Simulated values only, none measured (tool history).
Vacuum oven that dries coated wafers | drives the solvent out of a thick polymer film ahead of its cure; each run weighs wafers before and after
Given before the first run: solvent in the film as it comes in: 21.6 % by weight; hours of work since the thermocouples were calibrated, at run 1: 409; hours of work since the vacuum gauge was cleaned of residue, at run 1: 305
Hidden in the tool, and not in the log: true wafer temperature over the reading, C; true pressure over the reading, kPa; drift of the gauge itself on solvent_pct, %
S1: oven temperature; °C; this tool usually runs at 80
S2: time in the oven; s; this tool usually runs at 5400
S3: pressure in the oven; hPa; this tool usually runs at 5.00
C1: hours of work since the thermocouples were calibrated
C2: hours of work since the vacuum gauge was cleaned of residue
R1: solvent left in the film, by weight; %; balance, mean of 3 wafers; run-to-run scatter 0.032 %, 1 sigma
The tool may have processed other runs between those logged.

run,hour,S1,S2,S3,C1,C2,R1
1,0.0,80,5400,5.00,409,305,4.77
2,9.8,80,5400,5.96,416,311,4.76
3,18.0,80,4380,5.96,421,317,6.14
4,33.3,80,3840,5.00,431,327,6.87
5,45.3,80,3840,5.00,439,334,6.94
6,58.2,80,8580,5.00,447,343,2.30
7,72.0,80,8580,5.00,456,352,2.29
8,87.9,76,8580,5.00,466,362,3.72
9,104.7,80,5400,5.00,477,373,4.77
10,113.7,69,5400,5.00,483,379,9.72
11,127.7,80,4200,5.00,492,388,6.34
12,140.5,80,4200,5.00,500,396,6.30
# hour 142.7: vacuum gauge cleaned of residue and calibrated
13,158.6,80,4200,5.00,511,10,6.32
14,166.5,82,5400,5.00,516,15,3.90
15,178.2,82,5400,5.00,524,23,3.89
16,191.9,71,5400,5.00,533,32,8.88
17,203.4,65,5400,5.00,540,39,11.30
18,211.0,65,5400,5.00,545,44,11.39
# hour 214.1: vacuum gauge cleaned of residue and calibrated, once more
19,223.2,65,5400,5.00,552,6,11.29
20,239.4,65,5400,5.00,562,16,11.22
21,248.6,65,5400,11.84,568,22,11.51
22,262.5,80,5400,11.30,577,31,4.86
23,270.2,80,5400,11.30,582,36,4.90
24,284.0,68,9660,4.71,591,45,6.57
25,291.8,80,2940,15.38,596,50,8.71
26,299.0,82,3120,15.38,601,55,7.54
27,314.7,68,5400,5.00,611,65,10.09
28,327.1,68,8040,17.52,619,73,8.22
29,342.4,68,8040,17.52,629,83,8.17
30,349.6,68,8040,17.52,634,88,8.25
31,363.6,76,8160,18.64,643,97,4.48
32,379.6,76,8160,18.64,653,107,4.45
33,391.7,77,5580,12.87,661,115,6.02
34,406.0,83,2940,8.11,670,124,7.17
35,414.0,83,2940,8.11,676,129,7.22
36,430.5,94,5400,10.80,686,140,0.82
37,440.3,94,5400,10.80,693,147,0.79
38,452.2,87,5400,5.91,700,154,2.11
39,464.5,93,5400,3.99,708,162,0.77
40,472.9,89,5400,5.64,714,168,1.59
41,484.2,89,5400,5.64,721,175,1.58
42,497.8,80,5400,9.49,730,184,4.76

Measured result minus the same run's result without the hidden state. Both carry the same run-to-run variation, though not necessarily the same gauge scatter:
run,R1
1,-0.34
2,-0.34
3,-0.36
4,-0.36
5,-0.36
6,-0.25
7,-0.25
8,-0.33
9,-0.36
10,-0.36
11,-0.39
12,-0.39
13,-0.39
14,-0.35
15,-0.35
16,-0.39
17,-0.33
18,-0.33
19,-0.39
20,-0.39
21,-0.40
22,-0.44
23,-0.45
24,-0.50
25,-0.45
26,-0.47
27,-0.44
28,-0.51
29,-0.51
30,-0.51
31,-0.46
32,-0.47
33,-0.50
34,-0.49
35,-0.49
36,-0.15
37,-0.16
38,-0.34
39,-0.17
40,-0.28
41,-0.29
42,-0.50
